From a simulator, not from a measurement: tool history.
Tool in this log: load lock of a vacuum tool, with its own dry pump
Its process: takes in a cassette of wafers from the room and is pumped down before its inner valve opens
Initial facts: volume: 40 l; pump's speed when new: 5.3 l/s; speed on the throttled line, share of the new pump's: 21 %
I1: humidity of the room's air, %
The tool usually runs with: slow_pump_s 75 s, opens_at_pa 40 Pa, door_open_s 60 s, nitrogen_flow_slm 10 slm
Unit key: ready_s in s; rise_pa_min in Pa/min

{"run": 1, "hour": 0.0, "slow_pump_s": 75, "opens_at_pa": 40, "door_open_s": 60, "nitrogen_flow_slm": 10, "I1": 43.4, "ready_s": 120.7, "rise_pa_min": 0.216}
{"run": 2, "hour": 472.8, "slow_pump_s": 44, "opens_at_pa": 40, "door_open_s": 60, "nitrogen_flow_slm": 10, "I1": 44.5, "ready_s": 97.2, "rise_pa_min": 0.226}
{"run": 3, "hour": 826.2, "slow_pump_s": 110, "opens_at_pa": 40, "door_open_s": 60, "nitrogen_flow_slm": 10, "I1": 42.0, "ready_s": 149.2, "rise_pa_min": 0.239}
{"run": 4, "hour": 1340.1, "slow_pump_s": 110, "opens_at_pa": 40, "door_open_s": 60, "nitrogen_flow_slm": 10, "I1": 45.9, "ready_s": 149.6, "rise_pa_min": 0.253}
{"run": 5, "hour": 1864.7, "slow_pump_s": 110, "opens_at_pa": 40, "door_open_s": 60, "nitrogen_flow_slm": 10, "I1": 47.6, "ready_s": 149.5, "rise_pa_min": 0.274}
{"run": 6, "hour": 2238.5, "slow_pump_s": 110, "opens_at_pa": 40, "door_open_s": 60, "nitrogen_flow_slm": 10, "I1": 47.7, "ready_s": 149.2, "rise_pa_min": 0.287}
{"run": 7, "hour": 2786.1, "slow_pump_s": 110, "opens_at_pa": 40, "door_open_s": 60, "nitrogen_flow_slm": 10, "I1": 42.8, "ready_s": 149.6, "rise_pa_min": 0.296}
{"run": 8, "hour": 3343.2, "slow_pump_s": 110, "opens_at_pa": 40, "door_open_s": 60, "nitrogen_flow_slm": 10, "I1": 44.7, "ready_s": 150.1, "rise_pa_min": 0.312}
{"run": 9, "hour": 3691.8, "slow_pump_s": 110, "opens_at_pa": 40, "door_open_s": 60, "nitrogen_flow_slm": 10, "I1": 43.6, "ready_s": 150.4, "rise_pa_min": 0.327}
{"run": 10, "hour": 4071.1, "slow_pump_s": 75, "opens_at_pa": 40, "door_open_s": 60, "nitrogen_flow_slm": 10, "I1": 44.1, "ready_s": 122.1, "rise_pa_min": 0.334}
{"run": 11, "hour": 4469.6, "slow_pump_s": 75, "opens_at_pa": 40, "door_open_s": 60, "nitrogen_flow_slm": 10, "I1": 45.1, "ready_s": 123.9, "rise_pa_min": 0.357}
{"run": 12, "hour": 4932.9, "slow_pump_s": 75, "opens_at_pa": 41, "door_open_s": 60, "nitrogen_flow_slm": 10, "I1": 42.8, "ready_s": 123.5, "rise_pa_min": 0.372}
{"run": 13, "hour": 5175.8, "slow_pump_s": 75, "opens_at_pa": 49, "door_open_s": 49, "nitrogen_flow_slm": 10, "I1": 48.0, "ready_s": 121.4, "rise_pa_min": 0.368}
{"run": 14, "hour": 5518.5, "slow_pump_s": 75, "opens_at_pa": 49, "door_open_s": 49, "nitrogen_flow_slm": 10, "I1": 46.8, "ready_s": 122.2, "rise_pa_min": 0.384}
{"run": 15, "hour": 6021.3, "slow_pump_s": 75, "opens_at_pa": 49, "door_open_s": 49, "nitrogen_flow_slm": 10, "I1": 46.5, "ready_s": 122.7, "rise_pa_min": 0.407}
{"run": 16, "hour": 6602.8, "slow_pump_s": 75, "opens_at_pa": 49, "door_open_s": 49, "nitrogen_flow_slm": 10, "I1": 46.3, "ready_s": 122.9, "rise_pa_min": 0.424}
{"run": 17, "hour": 6985.4, "slow_pump_s": 63, "opens_at_pa": 49, "door_open_s": 49, "nitrogen_flow_slm": 24, "I1": 44.3, "ready_s": 113.7, "rise_pa_min": 0.429}

Predict the results of run 18:
{"run": 18, "hour": 7371.2, "slow_pump_s": 63, "opens_at_pa": 60, "door_open_s": 49, "nitrogen_flow_slm": 24, "I1": 45.5, "ready_s": "?", "rise_pa_min": "?"}

{"run 18": {"ready_s": 111.8, "rise_pa_min": 0.446}}
On a tool with no hidden condition, and with the same random variation, this run would have come out at ready_s 105.9 s, rise_pa_min 0.035 Pa/min.
